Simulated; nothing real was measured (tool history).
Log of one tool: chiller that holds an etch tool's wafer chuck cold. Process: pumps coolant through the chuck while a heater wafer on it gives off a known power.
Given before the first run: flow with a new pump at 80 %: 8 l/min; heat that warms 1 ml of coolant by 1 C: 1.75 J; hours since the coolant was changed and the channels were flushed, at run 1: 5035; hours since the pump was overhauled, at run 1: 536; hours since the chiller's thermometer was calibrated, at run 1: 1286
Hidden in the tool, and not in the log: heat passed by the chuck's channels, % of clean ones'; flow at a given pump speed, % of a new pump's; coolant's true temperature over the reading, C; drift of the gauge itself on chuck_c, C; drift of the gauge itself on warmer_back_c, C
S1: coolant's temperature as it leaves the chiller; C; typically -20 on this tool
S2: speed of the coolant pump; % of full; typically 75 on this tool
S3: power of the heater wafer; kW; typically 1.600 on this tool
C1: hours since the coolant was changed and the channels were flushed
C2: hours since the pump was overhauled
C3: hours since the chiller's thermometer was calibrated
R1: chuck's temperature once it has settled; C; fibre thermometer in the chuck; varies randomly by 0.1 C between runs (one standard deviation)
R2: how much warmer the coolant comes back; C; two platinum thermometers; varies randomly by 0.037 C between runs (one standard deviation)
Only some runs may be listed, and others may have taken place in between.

{"run": 1, "hour": 0.0, "S1": -20, "S2": 75, "S3": 1.6, "C1": 5035, "C2": 536, "C3": 1286, "R1": -3.8, "R2": 7.42}
{"run": 2, "hour": 122.7, "S1": -20, "S2": 75, "S3": 1.348, "C1": 5158, "C2": 658, "C3": 1409, "R1": -6.6, "R2": 6.25}
{"run": 3, "hour": 265.2, "S1": -20, "S2": 75, "S3": 1.348, "C1": 5300, "C2": 801, "C3": 1552, "R1": -6.4, "R2": 6.32}
{"run": 4, "hour": 345.6, "S1": -20, "S2": 75, "S3": 1.348, "C1": 5381, "C2": 881, "C3": 1632, "R1": -6.2, "R2": 6.29}
{"run": 5, "hour": 526.1, "S1": -20, "S2": 75, "S3": 1.058, "C1": 5561, "C2": 1062, "C3": 1813, "R1": -9.2, "R2": 4.93}
{"run": 6, "hour": 634.6, "S1": -20, "S2": 75, "S3": 1.058, "C1": 5670, "C2": 1170, "C3": 1921, "R1": -9.1, "R2": 4.97}
{"run": 7, "hour": 786.0, "S1": -20, "S2": 75, "S3": 1.058, "C1": 5821, "C2": 1322, "C3": 2072, "R1": -9.0, "R2": 4.94}
{"run": 8, "hour": 896.1, "S1": -20, "S2": 75, "S3": 1.058, "C1": 5931, "C2": 1432, "C3": 2183, "R1": -8.8, "R2": 4.98}
{"run": 9, "hour": 1072.3, "S1": -20, "S2": 75, "S3": 1.058, "C1": 6108, "C2": 1608, "C3": 2359, "R1": -9.1, "R2": 4.93}
{"run": 10, "hour": 1251.7, "S1": -20, "S2": 96, "S3": 1.058, "C1": 6287, "C2": 1787, "C3": 2538, "R1": -10.8, "R2": 3.89}
{"run": 11, "hour": 1349.3, "S1": -20, "S2": 96, "S3": 1.058, "C1": 6384, "C2": 1885, "C3": 2636, "R1": -11.0, "R2": 3.93}
{"run": 12, "hour": 1533.5, "S1": -20, "S2": 96, "S3": 1.058, "C1": 6569, "C2": 2069, "C3": 2820, "R1": -11.0, "R2": 3.97}
{"run": 13, "hour": 1653.5, "S1": -20, "S2": 96, "S3": 1.058, "C1": 6689, "C2": 2189, "C3": 2940, "R1": -10.6, "R2": 3.96}
{"run": 14, "hour": 1827.1, "S1": -20, "S2": 75, "S3": 1.6, "C1": 6862, "C2": 2363, "C3": 3114, "R1": -2.6, "R2": 7.6}
{"hour": 1859.7, "done": "coolant changed, channels flushed"}
{"run": 15, "hour": 1983.8, "S1": -20, "S2": 75, "S3": 1.6, "C1": 124, "C2": 2513, "C3": 3264, "R1": -4.8, "R2": 7.66}
{"run": 16, "hour": 2169.4, "S1": -20, "S2": 75, "S3": 1.6, "C1": 310, "C2": 2699, "C3": 3450, "R1": -4.7, "R2": 7.61}
{"run": 17, "hour": 2303.1, "S1": -20, "S2": 75, "S3": 1.6, "C1": 443, "C2": 2833, "C3": 3584, "R1": -4.4, "R2": 7.7}
{"run": 18, "hour": 2442.9, "S1": -27, "S2": 67, "S3": 1.6, "C1": 583, "C2": 2973, "C3": 3723, "R1": -9.8, "R2": 8.55}
{"run": 19, "hour": 2587.1, "S1": -16, "S2": 82, "S3": 1.958, "C1": 727, "C2": 3117, "C3": 3868, "R1": 1.6, "R2": 8.64}
{"run": 20, "hour": 2706.3, "S1": -13, "S2": 70, "S3": 1.032, "C1": 847, "C2": 3236, "C3": 3987, "R1": -2.2, "R2": 5.33}
{"run": 21, "hour": 2804.1, "S1": -20, "S2": 92, "S3": 1.681, "C1": 944, "C2": 3334, "C3": 4084, "R1": -6.0, "R2": 6.65}
{"run": 22, "hour": 2899.9, "S1": -20, "S2": 92, "S3": 1.681, "C1": 1040, "C2": 3430, "C3": 4180, "R1": -5.9, "R2": 6.67}
{"run": 23, "hour": 2991.6, "S1": -20, "S2": 92, "S3": 1.681, "C1": 1132, "C2": 3521, "C3": 4272, "R1": -6.0, "R2": 6.71}
{"run": 24, "hour": 3116.6, "S1": -17, "S2": 97, "S3": 1.681, "C1": 1257, "C2": 3646, "C3": 4397, "R1": -3.8, "R2": 6.35}
{"run": 25, "hour": 3265.1, "S1": -14, "S2": 68, "S3": 1.023, "C1": 1405, "C2": 3795, "C3": 4546, "R1": -2.6, "R2": 5.52}
{"run": 26, "hour": 3354.2, "S1": -20, "S2": 75, "S3": 2.017, "C1": 1495, "C2": 3884, "C3": 4635, "R1": 0.3, "R2": 9.89}
{"run": 27, "hour": 3473.2, "S1": -18, "S2": 62, "S3": 2.017, "C1": 1613, "C2": 4003, "C3": 4754, "R1": 6.3, "R2": 11.9}
{"run": 28, "hour": 3640.2, "S1": -15, "S2": 62, "S3": 1.648, "C1": 1780, "C2": 4170, "C3": 4921, "R1": 5.0, "R2": 9.78}
{"run": 29, "hour": 3795.2, "S1": -20, "S2": 72, "S3": 1.416, "C1": 1935, "C2": 4325, "C3": 5076, "R1": -4.9, "R2": 7.3}
{"run": 30, "hour": 3894.9, "S1": -22, "S2": 63, "S3": 1.6, "C1": 2035, "C2": 4425, "C3": 5175, "R1": -2.7, "R2": 9.36}
{"run": 31, "hour": 4020.1, "S1": -20, "S2": 68, "S3": 1.277, "C1": 2160, "C2": 4550, "C3": 5301, "R1": -5.5, "R2": 6.95}
{"hour": 4060.6, "done": "chiller's thermometer calibrated"}
{"run": 32, "hour": 4192.7, "S1": -29, "S2": 68, "S3": 1.277, "C1": 2332, "C2": 4721, "C3": 132, "R1": -14.7, "R2": 7.02}
{"run": 33, "hour": 4300.1, "S1": -27, "S2": 75, "S3": 2.251, "C1": 2439, "C2": 4829, "C3": 239, "R1": -3.9, "R2": 11.17}

Some steps in R1, run to run, broken into two amounts with sign: the step expected even without the hidden condition (settings, incoming material, random variation), and the rest, left for the hidden condition together with whatever gauge scatter is not in both the measured and the hidden-condition-free result:
Run 13 -> 14: S2 96 -> 75, S3 1.058 -> 1.600. R1 +8.0 C: hidden state +1.3, all else +6.7.
Run 14 -> 15: coolant changed, channels flushed. R1 -2.2 C: hidden state -2.0, all else -0.2.
Run 18 -> 19: S1 -27 -> -16, S2 67 -> 82, S3 1.600 -> 1.958. R1 +11.4 C: hidden state +0.1, all else +11.3.
Run 28 -> 29: S1 -15 -> -20, S2 62 -> 72, S3 1.648 -> 1.416. R1 -9.9 C: hidden state -0.4, all else -9.5.
Run 32 -> 33: S1 -29 -> -27, S2 68 -> 75, S3 1.277 -> 2.251. R1 +10.8 C: hidden state +1.1, all else +9.7.

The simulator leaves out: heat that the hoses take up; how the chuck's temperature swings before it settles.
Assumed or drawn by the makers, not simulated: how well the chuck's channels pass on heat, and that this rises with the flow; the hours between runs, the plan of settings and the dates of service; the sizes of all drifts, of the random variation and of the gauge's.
